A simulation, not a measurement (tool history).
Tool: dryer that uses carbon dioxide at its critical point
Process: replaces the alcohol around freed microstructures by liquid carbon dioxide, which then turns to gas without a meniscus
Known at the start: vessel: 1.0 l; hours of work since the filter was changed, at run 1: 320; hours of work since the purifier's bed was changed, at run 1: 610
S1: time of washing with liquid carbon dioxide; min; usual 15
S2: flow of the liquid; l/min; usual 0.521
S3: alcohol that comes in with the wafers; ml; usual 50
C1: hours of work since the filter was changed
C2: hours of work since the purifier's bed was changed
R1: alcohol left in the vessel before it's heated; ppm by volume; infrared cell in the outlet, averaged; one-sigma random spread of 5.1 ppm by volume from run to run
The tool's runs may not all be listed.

run   hour  S1     S2   S3   C1   C2    R1
  1    0.0  15  0.521   50  320  610   215
  2   28.6  15  0.521   50  337  628   214
  3   43.8  15  0.350   50  347  637   987
  4   65.8  15  0.350   50  360  650  1032
  5   83.5  15  0.350   31  370  661   669
  6  103.7  15  0.350   31  383  673   670
  7  131.1  15  0.350   31  399  689   692
  8  153.6  15  0.350   31  413  703   697
  9  179.2  15  0.350  109  428  718  2218
 10  201.4  15  0.350  109  441  732  2315
 11  235.3  15  0.350  109  462  752  2335
 12  265.7  15  0.350  109  480  770  2366
 13  289.9  15  0.350  109  495  785  2420
 14  314.2  23  0.593   47  509  800   106
     322.4  -- inlet filter changed
 15  347.4  17  0.313   24   15  819   377
 16  372.2  17  0.313   24   30  834   393
 17  389.8  17  0.759   66   41  845   107
 18  412.4  17  0.521   49   54  858   146
 19  443.7  17  0.421   88   73  877   357
 20  463.8  17  0.421   88   85  889   361
 21  485.1  14  0.881   88   98  902   111
 22  514.6  15  0.521   38  116  920   167
 23  530.3  12  0.513   96  125  929   781

Hidden state or all else? Some run-to-run changes of R1, split into what the settings, what came in and random variation would give without the hidden state, and what is left for the hidden state (with any gauge scatter that isn't in both results):
Unlogged tool condition in this case: flow that reaches the vessel past the clogged filter, %; alcohol in the recycled carbon dioxide, ppm; drift of the gauge itself on alcohol_ppm, %.
Run 8 -> 9: S3 31 -> 109. R1 +1521 ppm by volume: hidden state +603, all else +918.
Run 13 -> 14: S1 15 -> 23, S2 0.350 -> 0.593, S3 109 -> 47. R1 -2314 ppm by volume: hidden state -1010, all else -1304.
